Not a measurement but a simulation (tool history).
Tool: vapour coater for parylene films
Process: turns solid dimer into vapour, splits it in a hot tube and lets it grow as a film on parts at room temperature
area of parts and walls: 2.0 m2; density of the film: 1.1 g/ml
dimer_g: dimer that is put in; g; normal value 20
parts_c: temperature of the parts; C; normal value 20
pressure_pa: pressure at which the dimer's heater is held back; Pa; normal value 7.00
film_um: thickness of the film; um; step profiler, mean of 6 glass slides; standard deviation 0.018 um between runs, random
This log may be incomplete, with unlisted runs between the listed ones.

run    hour  dimer_g  parts_c  pressure_pa  film_um
  1     0.0       20       20         7.00     5.83
  2    14.5       20       20         7.00     5.82
  3    31.1       20       20         7.00     5.82
  4    49.9       20       20         7.00     5.84
  5    76.1       20       20         7.00     5.84
  6   111.3       20       20         7.00     5.86
  7   126.5       20       27         7.00     5.10
  8   148.3       20       20         7.00     5.85
  9   168.0       20       20         7.00     5.87
 10   199.0       20       20         7.00     5.85
 11   234.8       20       20         7.00     5.87
 12   258.1       20       20         7.00     5.87
 13   288.8       20       20         7.00     5.87
 14   313.5       20       20         7.00     5.89
      325.7  -- trap's valve overhauled
 15   353.1       27       20         7.00     7.97
 16   387.6       27       20         7.00     7.97
 17   419.7       27       20         7.00     8.00
 18   444.7       27       20         7.00     7.98
 19   479.8       27       20         7.00     7.97
 20   513.7       27       20         7.00     8.00
 21   547.8       27       20         7.00     8.04
 22   572.6       20       20         7.00     5.95
 23   589.8       20       20         7.00     5.96
 24   618.7       20       16         7.00     6.45
 25   645.5       16       28         3.18     4.54
 26   667.6       16       18         2.21     5.77
 27   689.1       20       20        11.99     5.53
 28   710.5       20       20        11.99     5.55
 29   727.8       20       20        11.99     5.54
 30   762.9       26       14         4.39     9.31
 31   795.7       20       22        10.98     5.39
 32   831.0        8       22        10.98     2.16
 33   861.6        8       22        10.98     2.16
 34   895.2        8       22        10.98     2.17
 35   912.6       34       21         7.00    10.01
      926.3  -- gauge calibrated
 36   935.7       13       21         7.00     3.69
 37   971.3       13       12         2.65     5.07
 38  1001.7        8       14         7.00     2.64
 39  1018.5       27       14         3.82     9.62
 40  1045.2       17       14         7.00     5.61
 41  1073.8       28       17         3.41     9.58
 42  1096.0       20       20         2.64     6.68
     1131.8  -- trap's valve overhauled
 43  1134.2       19       30         3.37     5.03
 44  1164.9       19       30         3.37     5.04
 45  1185.2       30       18         2.29    10.66
 46  1209.3       30       18         2.29    10.60
 47  1234.7       17       15         5.53     5.65

Difference, measured minus no-hidden-state, one row per run. Run-to-run variation is common to both terms; the gauge's own scatter need not be:
Hidden state at play: vapour lost through the trap's worn valve, %; true temperature of the parts over the reading, C; drift of the gauge itself on film_um, %.
run  film_um
  1    -0.01
  2    -0.01
  3    -0.01
  4    +0.00
  5    +0.01
  6    +0.01
  7    +0.01
  8    +0.02
  9    +0.02
 10    +0.03
 11    +0.03
 12    +0.03
 13    +0.04
 14    +0.04
 15    +0.08
 16    +0.09
 17    +0.10
 18    +0.10
 19    +0.11
 20    +0.11
 21    +0.12
 22    +0.09
 23    +0.10
 24    +0.11
 25    +0.08
 26    +0.11
 27    +0.10
 28    +0.11
 29    +0.11
 30    +0.20
 31    +0.12
 32    +0.05
 33    +0.05
 34    +0.05
 35    +0.25
 36    -0.01
 37    +0.00
 38    +0.00
 39    +0.01
 40    +0.01
 41    +0.02
 42    +0.02
 43    +0.03
 44    +0.03
 45    +0.07
 46    +0.07
 47    +0.05
